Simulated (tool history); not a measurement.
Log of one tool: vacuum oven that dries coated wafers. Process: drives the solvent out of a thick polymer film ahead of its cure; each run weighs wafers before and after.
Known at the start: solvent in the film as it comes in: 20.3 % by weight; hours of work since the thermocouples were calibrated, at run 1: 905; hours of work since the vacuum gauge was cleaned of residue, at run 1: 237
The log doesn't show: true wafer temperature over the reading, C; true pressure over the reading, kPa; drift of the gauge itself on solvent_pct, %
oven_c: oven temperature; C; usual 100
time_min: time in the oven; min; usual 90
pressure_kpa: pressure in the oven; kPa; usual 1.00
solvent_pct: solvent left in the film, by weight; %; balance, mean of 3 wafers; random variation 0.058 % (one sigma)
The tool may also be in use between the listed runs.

run	hour	oven_c	time_min	pressure_kpa	hours of work since the thermocouples were calibrated	hours of work since the vacuum gauge was cleaned of residue	solvent_pct
1	0.0	100	90	1.00	905	237	3.69
2	95.8	100	54	1.00	949	281	6.64
3	157.9	87	90	1.00	977	309	8.53
4	256.2	87	90	1.00	1022	354	8.51
5	355.2	100	90	1.00	1067	399	3.81
6	415.9	100	90	1.00	1094	426	3.96
7	520.9	100	90	1.00	1142	474	3.87
8	581.7	100	90	3.10	1170	501	4.93
9	680.6	94	90	1.00	1214	546	6.24
10	754.9	94	90	1.00	1248	580	6.13
11	846.2	94	90	2.64	1290	622	7.13
12	941.3	94	90	2.64	1333	665	7.00
# hour 991.6: oven's thermocouples calibrated
13	1018.3	111	90	1.00	12	699	0.94
14	1115.7	111	90	1.00	56	743	0.95
15	1177.2	100	90	1.00	84	771	3.19
16	1262.3	100	90	1.00	123	810	3.31
17	1369.4	100	90	1.00	172	858	3.24
18	1463.1	100	90	1.00	214	901	3.43
19	1538.9	100	90	1.00	249	935	3.28
20	1618.5	100	90	1.00	285	971	3.32
21	1701.3	100	90	1.00	322	1009	3.47
22	1748.9	100	65	1.00	344	1031	5.09
23	1834.4	100	65	1.00	383	1069	5.24
24	1945.1	91	90	3.72	433	1120	8.39
25	1993.8	109	61	3.97	455	1142	3.75
26	2048.5	91	116	1.00	480	1167	5.34
27	2144.7	105	116	1.00	524	1210	1.49
28	2193.6	105	143	0.83	546	1232	0.99
29	2269.9	105	52	3.38	580	1267	5.60
30	2352.6	104	67	1.00	618	1305	3.85
31	2425.1	113	113	0.54	651	1338	0.62
32	2484.3	90	90	1.00	678	1364	7.45
33	2567.0	90	90	0.78	715	1402	7.19
34	2624.2	90	90	0.78	741	1428	7.37
35	2728.8	98	90	2.42	789	1475	5.13
36	2824.1	98	160	1.11	832	1519	2.25
37	2884.6	100	90	1.66	860	1546	4.23
38	2996.1	107	49	3.00	910	1597	5.58
39	3102.0	88	70	0.60	958	1645	9.60
40	3175.5	105	83	3.58	992	1678	4.00
# hour 3234.3: vacuum gauge cleaned of residue and calibrated
41	3239.6	95	54	0.61	1020	2	8.16
42	3293.2	95	54	0.61	1044	27	8.09
43	3400.9	100	60	1.27	1093	76	6.13
44	3464.4	114	56	0.85	1122	104	1.98
45	3547.0	101	49	0.52	1160	142	6.61
46	3609.8	108	46	0.52	1188	171	4.60

Hidden state at the last listed run before each entry between runs and at the first one after, where it differs:
Between runs 12 and 13: oven's thermocouples calibrated (hour 991.6)
  true wafer temperature over the reading, C: -2.97 -> 0.01; true pressure over the reading, kPa: 0.311 -> 0.326
  measured less the result without the state, solvent_pct: +1.29 -> +0.12 %
Between runs 40 and 41: vacuum gauge cleaned of residue and calibrated (hour 3234.3)
  true wafer temperature over the reading, C: -2.02 -> -2.08; true pressure over the reading, kPa: 0.78 -> -0.008
  measured less the result without the state, solvent_pct: +0.88 -> +0.75 %
